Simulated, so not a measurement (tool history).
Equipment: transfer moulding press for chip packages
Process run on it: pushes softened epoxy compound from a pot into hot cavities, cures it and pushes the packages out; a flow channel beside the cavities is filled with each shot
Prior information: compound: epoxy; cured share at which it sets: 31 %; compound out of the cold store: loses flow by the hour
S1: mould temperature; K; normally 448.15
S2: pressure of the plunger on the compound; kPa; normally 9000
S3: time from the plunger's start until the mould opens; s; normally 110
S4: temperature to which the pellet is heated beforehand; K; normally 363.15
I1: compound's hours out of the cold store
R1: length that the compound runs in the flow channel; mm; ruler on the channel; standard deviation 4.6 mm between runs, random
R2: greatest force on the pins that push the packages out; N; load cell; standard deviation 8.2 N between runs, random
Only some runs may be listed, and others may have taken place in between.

{"run": 1, "hour": 0.0, "S1": 448.15, "S2": 9000, "S3": 110, "S4": 363.15, "I1": 41.4, "R1": 843, "R2": 517}
{"hour": 48.2, "done": "plunger's sealing rings changed"}
{"run": 2, "hour": 81.9, "S1": 455.15, "S2": 9000, "S3": 110, "S4": 363.15, "I1": 19.0, "R1": 890, "R2": 535}
{"hour": 114.8, "done": "cavities cleaned with cleaning compound and waxed"}
{"run": 3, "hour": 153.3, "S1": 442.15, "S2": 9000, "S3": 110, "S4": 363.15, "I1": 36.9, "R1": 885, "R2": 1203}
{"run": 4, "hour": 202.5, "S1": 448.15, "S2": 9000, "S3": 110, "S4": 363.15, "I1": 42.0, "R1": 847, "R2": 767}
{"run": 5, "hour": 242.5, "S1": 448.15, "S2": 9000, "S3": 110, "S4": 363.15, "I1": 39.8, "R1": 851, "R2": 763}
{"hour": 259.0, "done": "cavities cleaned with cleaning compound and waxed"}
{"run": 6, "hour": 319.8, "S1": 448.15, "S2": 9000, "S3": 110, "S4": 363.15, "I1": 13.5, "R1": 917, "R2": 647}
{"hour": 382.7, "done": "cavities cleaned with cleaning compound and waxed, once more"}
{"run": 7, "hour": 397.8, "S1": 448.15, "S2": 9000, "S3": 110, "S4": 363.15, "I1": 35.4, "R1": 850, "R2": 438}
{"hour": 423.1, "done": "plunger's sealing rings changed"}
{"run": 8, "hour": 477.4, "S1": 448.15, "S2": 9000, "S3": 110, "S4": 363.15, "I1": 14.0, "R1": 946, "R2": 689}
{"hour": 528.2, "done": "cavities cleaned with cleaning compound and waxed"}
{"run": 9, "hour": 561.5, "S1": 448.15, "S2": 9000, "S3": 110, "S4": 363.15, "I1": 11.9, "R1": 952, "R2": 557}
{"run": 10, "hour": 640.5, "S1": 448.15, "S2": 10820, "S3": 110, "S4": 363.15, "I1": 24.6, "R1": 986, "R2": 716}
{"hour": 672.6, "done": "cavities cleaned with cleaning compound and waxed"}
{"run": 11, "hour": 689.2, "S1": 448.15, "S2": 10820, "S3": 110, "S4": 363.15, "I1": 35.1, "R1": 942, "R2": 453}
{"run": 12, "hour": 754.0, "S1": 448.15, "S2": 10820, "S3": 110, "S4": 363.15, "I1": 26.0, "R1": 963, "R2": 676}
{"hour": 796.5, "done": "plunger's sealing rings changed"}
{"run": 13, "hour": 802.1, "S1": 448.15, "S2": 10820, "S3": 110, "S4": 363.15, "I1": 26.4, "R1": 996, "R2": 732}
{"hour": 815.2, "done": "cavities cleaned with cleaning compound and waxed"}
{"run": 14, "hour": 851.8, "S1": 448.15, "S2": 9000, "S3": 123, "S4": 363.15, "I1": 9.9, "R1": 961, "R2": 478}
{"run": 15, "hour": 893.7, "S1": 441.15, "S2": 9000, "S3": 149, "S4": 369.15, "I1": 33.7, "R1": 910, "R2": 599}
{"run": 16, "hour": 946.0, "S1": 445.15, "S2": 7510, "S3": 100, "S4": 366.15, "I1": 30.3, "R1": 817, "R2": 1074}
{"hour": 955.7, "done": "cavities cleaned with cleaning compound and waxed"}
{"run": 17, "hour": 993.1, "S1": 451.15, "S2": 9910, "S3": 117, "S4": 372.15, "I1": 10.2, "R1": 978, "R2": 453}
{"run": 18, "hour": 1060.3, "S1": 451.15, "S2": 9910, "S3": 117, "S4": 372.15, "I1": 33.2, "R1": 904, "R2": 550}
{"hour": 1095.5, "done": "cavities cleaned with cleaning compound and waxed"}
{"run": 19, "hour": 1117.0, "S1": 451.15, "S2": 9910, "S3": 117, "S4": 372.15, "I1": 14.4, "R1": 953, "R2": 408}
{"hour": 1170.5, "done": "plunger's sealing rings changed"}
{"run": 20, "hour": 1180.8, "S1": 448.15, "S2": 9000, "S3": 110, "S4": 365.15, "I1": 23.9, "R1": 918, "R2": 709}
{"run": 21, "hour": 1233.8, "S1": 444.15, "S2": 9830, "S3": 133, "S4": 357.15, "I1": 22.6, "R1": 978, "R2": 697}
{"hour": 1241.7, "done": "cavities cleaned with cleaning compound and waxed"}
{"run": 22, "hour": 1297.9, "S1": 444.15, "S2": 9830, "S3": 133, "S4": 357.15, "I1": 41.2, "R1": 911, "R2": 589}
{"run": 23, "hour": 1349.7, "S1": 452.15, "S2": 9000, "S3": 137, "S4": 363.15, "I1": 37.0, "R1": 847, "R2": 497}
{"hour": 1384.8, "done": "cavities cleaned with cleaning compound and waxed"}
{"run": 24, "hour": 1434.3, "S1": 453.15, "S2": 9000, "S3": 92, "S4": 363.15, "I1": 14.4, "R1": 906, "R2": 685}
{"run": 25, "hour": 1497.0, "S1": 453.15, "S2": 9000, "S3": 92, "S4": 363.15, "I1": 25.9, "R1": 870, "R2": 807}
{"hour": 1527.0, "done": "cavities cleaned with cleaning compound and waxed"}
{"hour": 1545.5, "done": "plunger's sealing rings changed"}
{"run": 26, "hour": 1567.9, "S1": 446.15, "S2": 9000, "S3": 123, "S4": 363.15, "I1": 27.0, "R1": 914, "R2": 549}
{"run": 27, "hour": 1645.1, "S1": 446.15, "S2": 9000, "S3": 123, "S4": 363.15, "I1": 35.0, "R1": 881, "R2": 669}

How would selected steps in R1 from run to run divide? Give the signed amount a tool lacking its hidden state would still show from settings, what came in and random variation, and the signed amount left for the hidden state, including any gauge scatter that is not in both of the compared results.
The hidden state here: true mould temperature over the reading, C; pressure that reaches the compound, % of what is set; grip of the stained cavities, % over clean ones'; drift of the gauge itself on flow_mm, %; drift of the gauge itself on push_out_n, %.
Run 7 -> 8: plunger's sealing rings changed. R1 +96 mm: hidden state +28, all else +68.
Run 12 -> 13: plunger's sealing rings changed. R1 +33 mm: hidden state +29, all else +4.
Run 16 -> 17: S1 445.15 -> 451.15, S2 7510 -> 9910, S3 100 -> 117, S4 366.15 -> 372.15, cavities cleaned with cleaning compound and waxed. R1 +161 mm: hidden state -6, all else +167.
Run 19 -> 20: S1 451.15 -> 448.15, S2 9910 -> 9000, S3 117 -> 110, S4 372.15 -> 365.15, plunger's sealing rings changed. R1 -35 mm: hidden state +31, all else -66.
